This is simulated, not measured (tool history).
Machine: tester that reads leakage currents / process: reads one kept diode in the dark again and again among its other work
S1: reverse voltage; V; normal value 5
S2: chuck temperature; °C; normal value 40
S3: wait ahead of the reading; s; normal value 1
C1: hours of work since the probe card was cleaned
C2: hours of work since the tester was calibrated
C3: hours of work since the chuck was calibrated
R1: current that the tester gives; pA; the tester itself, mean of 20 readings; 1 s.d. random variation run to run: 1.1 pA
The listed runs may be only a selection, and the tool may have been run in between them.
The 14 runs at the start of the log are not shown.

Run 15, hour 2125.4: usual settings but S1 19.8 V, S2 41 °C; C1 838; C2 3661; C3 459. Result: R1 797.52 pA.
Run 16, hour 2221.3: usual settings but S1 19.8 V, S2 41 °C; C1 900; C2 3723; C3 522. Result: R1 796.75 pA.
Run 17, hour 2391: usual settings but S1 19.8 V, S2 41 °C; C1 1010; C2 3833; C3 632. Result: R1 787.89 pA.
Run 18, hour 2550: usual settings but S1 4.63 V; C1 1114; C2 3937; C3 736. Result: R1 339.02 pA.
At hour 2658.2: probe card cleaned and baked.
Run 19, hour 2739.7: usual settings; C1 53; C2 4058; C3 857. Result: R1 343.12 pA.
Run 20, hour 2842.5: usual settings; C1 120; C2 4125; C3 924. Result: R1 340.99 pA.
At hour 2857.3: tester calibrated.
Run 21, hour 3063: usual settings but S1 1.4 V, S2 27 °C; C1 262; C2 134; C3 1066. Result: R1 62.08 pA.
Run 22, hour 3254: usual settings but S2 23 °C, S3 1.42 s; C1 386; C2 258; C3 1190. Result: R1 86.26 pA.
Run 23, hour 3380.2: usual settings but S1 3.19 V, S3 1.9 s; C1 468; C2 340; C3 1272. Result: R1 264.86 pA.
Run 24, hour 3495.2: usual settings but S1 8.87 V, S2 36 °C; C1 543; C2 415; C3 1347. Result: R1 335.01 pA.
At hour 3613.9: tester calibrated, once more.
Run 25, hour 3697.7: usual settings but S1 4.49 V, S2 33 °C, S3 0.49 s; C1 673; C2 54; C3 1477. Result: R1 179.16 pA.
Run 26, hour 3825.5: usual settings but S1 3.91 V, S2 52 °C, S3 2.57 s; C1 757; C2 138; C3 1561. Result: R1 687.03 pA.
Run 27, hour 3984.3: usual settings but S1 2.67 V, S2 21 °C, S3 0.54 s; C1 860; C2 241; C3 1664. Result: R1 50.67 pA.
Run 28, hour 4185.2: usual settings but S1 2.67 V, S2 21 °C, S3 0.54 s; C1 990; C2 372; C3 1795. Result: R1 50.71 pA.
Run 29, hour 4413.7: usual settings but S1 9.61 V, S2 28 °C, S3 7.87 s; C1 1139; C2 520; C3 1943. Result: R1 178.7 pA.
At hour 4478.7: probe card cleaned and baked.
Run 30, hour 4651.3: usual settings but S1 9.61 V, S2 28 °C, S3 7.87 s; C1 112; C2 673; C3 2096. Result: R1 167.06 pA.
Run 31, hour 4886.2: usual settings but S1 9.61 V, S2 28 °C, S3 7.87 s; C1 265; C2 825; C3 2248. Result: R1 167.38 pA.
Run 32, hour 5001.9: usual settings but S1 1.19 V, S2 52 °C, S3 7.03 s; C1 340; C2 901; C3 2324. Result: R1 349.68 pA.
Run 33, hour 5188.8: usual settings but S1 1.19 V, S2 52 °C, S3 7.03 s; C1 462; C2 1022; C3 2445. Result: R1 345.12 pA.
At hour 5279.3: chuck's temperature calibrated.
Run 34, hour 5301.3: usual settings but S1 5.74 V, S2 20 °C, S3 0.89 s; C1 534; C2 1094; C3 14. Result: R1 78.77 pA.
Run 35, hour 5456.3: usual settings but S1 13.72 V, S3 8.74 s; C1 634; C2 1195; C3 115. Result: R1 613.18 pA.
Run 36, hour 5587.5: usual settings but S1 1.8 V, S3 0.79 s; C1 720; C2 1280; C3 200. Result: R1 209 pA.
Run 37, hour 5821.5: usual settings but S2 34 °C; C1 872; C2 1432; C3 353. Result: R1 223.34 pA.
Run 38, hour 6001.3: usual settings but S2 35 °C, S3 1.6 s; C1 989; C2 1549; C3 470. Result: R1 239.87 pA.
Run 39, hour 6134.9: usual settings but S2 35 °C, S3 1.6 s; C1 1076; C2 1636; C3 556. Result: R1 238.61 pA.

Forecast each of these 3 alternatives for the next run:
Run A, hour 6238.4: usual settings but S2 35 °C, S3 0.46 s; C1 1143; C2 1704; C3 624. Result: R1 ?.
Run B, hour 6238.4: usual settings but S1 5.47 V, S2 24 °C; C1 1143; C2 1704; C3 624. Result: R1 ?.
Run C, hour 6238.4: usual settings but S1 2.79 V, S2 38 °C, S3 6.9 s; C1 1143; C2 1704; C3 624. Result: R1 ?.

run      R1
  A  237.94
  B  105.54
  C  220.23
Had the tool no hidden state, the same runs would have come out as:
run      R1
  A  241.13
  B  103.59
  C  225.09
